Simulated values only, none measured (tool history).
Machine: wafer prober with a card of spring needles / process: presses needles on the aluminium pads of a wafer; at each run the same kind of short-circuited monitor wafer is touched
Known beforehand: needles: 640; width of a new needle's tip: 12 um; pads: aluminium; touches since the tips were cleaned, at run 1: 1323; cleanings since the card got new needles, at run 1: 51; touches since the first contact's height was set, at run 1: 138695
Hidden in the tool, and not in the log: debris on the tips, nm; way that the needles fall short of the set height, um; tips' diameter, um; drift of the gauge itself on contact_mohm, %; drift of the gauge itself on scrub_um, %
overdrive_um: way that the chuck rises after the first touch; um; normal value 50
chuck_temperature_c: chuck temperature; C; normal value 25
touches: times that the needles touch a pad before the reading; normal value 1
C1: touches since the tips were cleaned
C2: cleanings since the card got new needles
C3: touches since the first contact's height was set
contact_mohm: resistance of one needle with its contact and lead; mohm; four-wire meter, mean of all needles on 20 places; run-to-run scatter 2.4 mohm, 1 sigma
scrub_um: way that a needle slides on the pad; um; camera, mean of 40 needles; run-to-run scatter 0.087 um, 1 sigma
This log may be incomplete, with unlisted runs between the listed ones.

{"run": 1, "hour": 0.0, "overdrive_um": 50, "chuck_temperature_c": 25, "touches": 1, "C1": 1323, "C2": 51, "C3": 138695, "contact_mohm": 270, "scrub_um": 8.92}
{"hour": 5.1, "done": "tips cleaned on abrasive film"}
{"hour": 13.4, "done": "tips cleaned on abrasive film"}
{"hour": 21.8, "done": "tips cleaned on abrasive film"}
{"hour": 30.2, "done": "tips cleaned on abrasive film"}
{"hour": 33.8, "done": "height of the first contact set anew"}
{"hour": 38.9, "done": "tips cleaned on abrasive film"}
{"hour": 47.2, "done": "tips cleaned on abrasive film"}
{"run": 2, "hour": 48.4, "overdrive_um": 50, "chuck_temperature_c": 25, "touches": 1, "C1": 859, "C2": 57, "C3": 10760, "contact_mohm": 271, "scrub_um": 8.91}
{"hour": 55.1, "done": "tips cleaned on abrasive film"}
{"hour": 63.5, "done": "tips cleaned on abrasive film"}
{"hour": 70.2, "done": "tips cleaned on abrasive film"}
{"hour": 78.6, "done": "tips cleaned on abrasive film"}
{"hour": 86.9, "done": "tips cleaned on abrasive film"}
{"hour": 95.3, "done": "tips cleaned on abrasive film"}
{"run": 3, "hour": 98.9, "overdrive_um": 61, "chuck_temperature_c": 25, "touches": 1, "C1": 2683, "C2": 63, "C3": 48095, "contact_mohm": 262, "scrub_um": 10.85}
{"hour": 102.3, "done": "tips cleaned on abrasive film"}
{"hour": 110.7, "done": "tips cleaned on abrasive film"}
{"hour": 119.0, "done": "tips cleaned on abrasive film"}
{"hour": 127.4, "done": "tips cleaned on abrasive film"}
{"hour": 134.1, "done": "tips cleaned on abrasive film"}
{"hour": 142.5, "done": "tips cleaned on abrasive film"}
{"run": 4, "hour": 148.4, "overdrive_um": 40, "chuck_temperature_c": 25, "touches": 1, "C1": 4430, "C2": 69, "C3": 84701, "contact_mohm": 270, "scrub_um": 7.09}
{"hour": 150.2, "done": "tips cleaned on abrasive film"}
{"hour": 158.6, "done": "tips cleaned on abrasive film"}
{"hour": 166.9, "done": "tips cleaned on abrasive film"}
{"hour": 175.3, "done": "tips cleaned on abrasive film"}
{"hour": 183.7, "done": "tips cleaned on abrasive film"}
{"hour": 190.4, "done": "tips cleaned on abrasive film"}
{"hour": 198.8, "done": "tips cleaned on abrasive film"}
{"hour": 207.1, "done": "tips cleaned on abrasive film"}
{"run": 5, "hour": 210.1, "overdrive_um": 50, "chuck_temperature_c": 25, "touches": 1, "C1": 2204, "C2": 77, "C3": 130221, "contact_mohm": 269, "scrub_um": 8.81}
{"hour": 215.2, "done": "tips cleaned on abrasive film"}
{"hour": 221.9, "done": "tips cleaned on abrasive film"}
{"hour": 228.6, "done": "tips cleaned on abrasive film"}
{"hour": 237.0, "done": "tips cleaned on abrasive film"}
{"hour": 243.7, "done": "tips cleaned on abrasive film"}
{"hour": 252.1, "done": "tips cleaned on abrasive film"}
{"hour": 255.7, "done": "height of the first contact set anew"}
{"hour": 260.7, "done": "tips cleaned on abrasive film"}
{"hour": 269.1, "done": "tips cleaned on abrasive film"}
{"run": 6, "hour": 271.9, "overdrive_um": 50, "chuck_temperature_c": 25, "touches": 1, "C1": 2099, "C2": 85, "C3": 12000, "contact_mohm": 267, "scrub_um": 8.79}
{"hour": 277.0, "done": "tips cleaned on abrasive film"}
{"hour": 283.7, "done": "tips cleaned on abrasive film"}
{"hour": 292.1, "done": "tips cleaned on abrasive film"}
{"hour": 300.4, "done": "tips cleaned on abrasive film"}
{"hour": 308.8, "done": "tips cleaned on abrasive film"}
{"hour": 316.5, "done": "tips cleaned on abrasive film"}
{"run": 7, "hour": 316.5, "overdrive_um": 50, "chuck_temperature_c": 25, "touches": 1, "C1": 0, "C2": 91, "C3": 44913, "contact_mohm": 267, "scrub_um": 8.91}
{"hour": 324.9, "done": "tips cleaned on abrasive film"}
{"hour": 333.3, "done": "tips cleaned on abrasive film"}
{"hour": 340.0, "done": "tips cleaned on abrasive film"}
{"hour": 348.3, "done": "tips cleaned on abrasive film"}
{"hour": 356.7, "done": "tips cleaned on abrasive film"}
{"hour": 363.4, "done": "tips cleaned on abrasive film"}
{"hour": 371.8, "done": "tips cleaned on abrasive film"}
{"hour": 380.2, "done": "tips cleaned on abrasive film"}
{"run": 8, "hour": 381.8, "overdrive_um": 50, "chuck_temperature_c": 25, "touches": 1, "C1": 1178, "C2": 99, "C3": 93119, "contact_mohm": 271, "scrub_um": 9.01}
{"hour": 388.5, "done": "tips cleaned on abrasive film"}
{"hour": 396.9, "done": "tips cleaned on abrasive film"}
{"hour": 405.2, "done": "tips cleaned on abrasive film"}
{"hour": 413.6, "done": "tips cleaned on abrasive film"}
{"hour": 422.0, "done": "tips cleaned on abrasive film"}
{"hour": 430.3, "done": "tips cleaned on abrasive film"}
{"run": 9, "hour": 431.4, "overdrive_um": 50, "chuck_temperature_c": 25, "touches": 1, "C1": 775, "C2": 105, "C3": 129784, "contact_mohm": 263, "scrub_um": 8.96}
{"hour": 438.1, "done": "tips cleaned on abrasive film"}
{"hour": 446.5, "done": "tips cleaned on abrasive film"}
{"hour": 454.8, "done": "tips cleaned on abrasive film"}
{"hour": 461.6, "done": "tips cleaned on abrasive film"}
{"hour": 469.9, "done": "tips cleaned on abrasive film"}
{"run": 10, "hour": 475.1, "overdrive_um": 47, "chuck_temperature_c": 25, "touches": 1, "C1": 3842, "C2": 110, "C3": 162090, "contact_mohm": 271, "scrub_um": 8.46}
{"hour": 476.8, "done": "tips cleaned on abrasive film"}
{"hour": 477.1, "done": "height of the first contact set anew"}
{"hour": 485.5, "done": "tips cleaned on abrasive film"}
{"hour": 493.9, "done": "tips cleaned on abrasive film"}
{"hour": 502.2, "done": "tips cleaned on abrasive film"}
{"hour": 510.6, "done": "tips cleaned on abrasive film"}
{"hour": 519.0, "done": "tips cleaned on abrasive film"}
{"hour": 527.4, "done": "tips cleaned on abrasive film"}
{"run": 11, "hour": 531.1, "overdrive_um": 47, "chuck_temperature_c": 25, "touches": 1, "C1": 2814, "C2": 117, "C3": 39941, "contact_mohm": 268, "scrub_um": 8.29}

Run 12 has not been measured yet. What should we expect?
{"hour": 534.5, "done": "tips cleaned on abrasive film"}
{"hour": 541.3, "done": "tips cleaned on abrasive film"}
{"hour": 548.0, "done": "tips cleaned on abrasive film"}
{"hour": 556.3, "done": "tips cleaned on abrasive film"}
{"hour": 563.9, "done": "tips cleaned on abrasive film"}
{"run": 12, "hour": 563.9, "overdrive_um": 57, "chuck_temperature_c": 25, "touches": 1, "C1": 0, "C2": 122, "C3": 64061, "contact_mohm": "?", "scrub_um": "?"}

contact_mohm: 260 mohm
scrub_um: 10.12 um
If the tool had no hidden condition, the same run with the same run-to-run variation would have returned contact_mohm 260 mohm, scrub_um 10.13 um.

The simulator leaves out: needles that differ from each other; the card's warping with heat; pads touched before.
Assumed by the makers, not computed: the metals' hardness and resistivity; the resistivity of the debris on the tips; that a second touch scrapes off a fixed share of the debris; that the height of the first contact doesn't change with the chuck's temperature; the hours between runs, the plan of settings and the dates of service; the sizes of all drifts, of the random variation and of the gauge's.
